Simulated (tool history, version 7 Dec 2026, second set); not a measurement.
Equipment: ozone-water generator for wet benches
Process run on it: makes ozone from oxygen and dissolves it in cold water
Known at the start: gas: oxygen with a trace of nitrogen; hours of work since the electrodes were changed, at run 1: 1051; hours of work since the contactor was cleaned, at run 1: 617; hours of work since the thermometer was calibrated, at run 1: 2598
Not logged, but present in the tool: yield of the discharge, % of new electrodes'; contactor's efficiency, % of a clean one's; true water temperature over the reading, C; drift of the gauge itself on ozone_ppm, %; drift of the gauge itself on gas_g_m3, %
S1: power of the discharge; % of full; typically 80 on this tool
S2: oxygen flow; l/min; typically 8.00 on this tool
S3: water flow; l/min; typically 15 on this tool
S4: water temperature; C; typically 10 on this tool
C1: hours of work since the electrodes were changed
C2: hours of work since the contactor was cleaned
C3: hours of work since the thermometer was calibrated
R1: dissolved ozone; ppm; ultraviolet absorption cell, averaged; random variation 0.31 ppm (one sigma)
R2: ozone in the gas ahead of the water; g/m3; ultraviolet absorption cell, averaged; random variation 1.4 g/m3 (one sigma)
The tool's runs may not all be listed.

run,hour,S1,S2,S3,S4,C1,C2,C3,R1,R2
1,0.0,80,8.00,15,10,1051,617,2598,45.6,250.5
2,103.6,80,8.00,15,10,1128,695,2675,45.3,250.8
3,323.2,80,8.00,15,10,1293,860,2840,44.9,245.9
4,492.1,80,8.00,15,10,1420,986,2967,44.0,246.4
5,709.7,80,8.00,15,10,1583,1150,3130,43.7,245.3
6,839.9,80,8.00,15,6,1681,1247,3228,46.7,242.5
# hour 924.2: water thermometer calibrated
7,1030.1,80,8.00,15,6,1823,1390,79,46.6,239.3
8,1194.2,50,10.94,15,10,1946,1513,203,31.3,151.7
9,1387.5,92,8.00,17,10,2091,1658,348,42.3,258.6
10,1509.0,56,8.00,17,10,2182,1749,439,29.4,181.0
11,1605.2,80,10.56,15,8,2255,1821,511,44.7,211.7
12,1743.3,42,10.56,15,14,2358,1925,615,24.7,133.4
13,1909.7,88,8.00,23,7,2483,2050,739,32.0,244.3

What if the next run were any one of these 5? Each begins from the tool's condition after run 13:
A,2133.0,52,8.00,15,10,2651,2217,907,?,?
B,2133.0,88,8.00,23,15,2651,2217,907,?,?
C,2133.0,81,11.64,15,5,2651,2217,907,?,?
D,2133.0,59,4.71,23,7,2651,2217,907,?,?
E,2133.0,44,8.00,23,8,2651,2217,907,?,?

run,R1,R2
A,30.0,169.1
B,28.2,242.4
C,46.7,201.5
D,20.5,218.6
E,19.2,149.3
The same runs, with their run-to-run variation unchanged, on a tool lacking any hidden condition would have given:
run,R1,R2
A,34.5,187.9
B,34.6,284.1
C,56.2,234.3
D,24.1,245.9
E,22.0,163.1
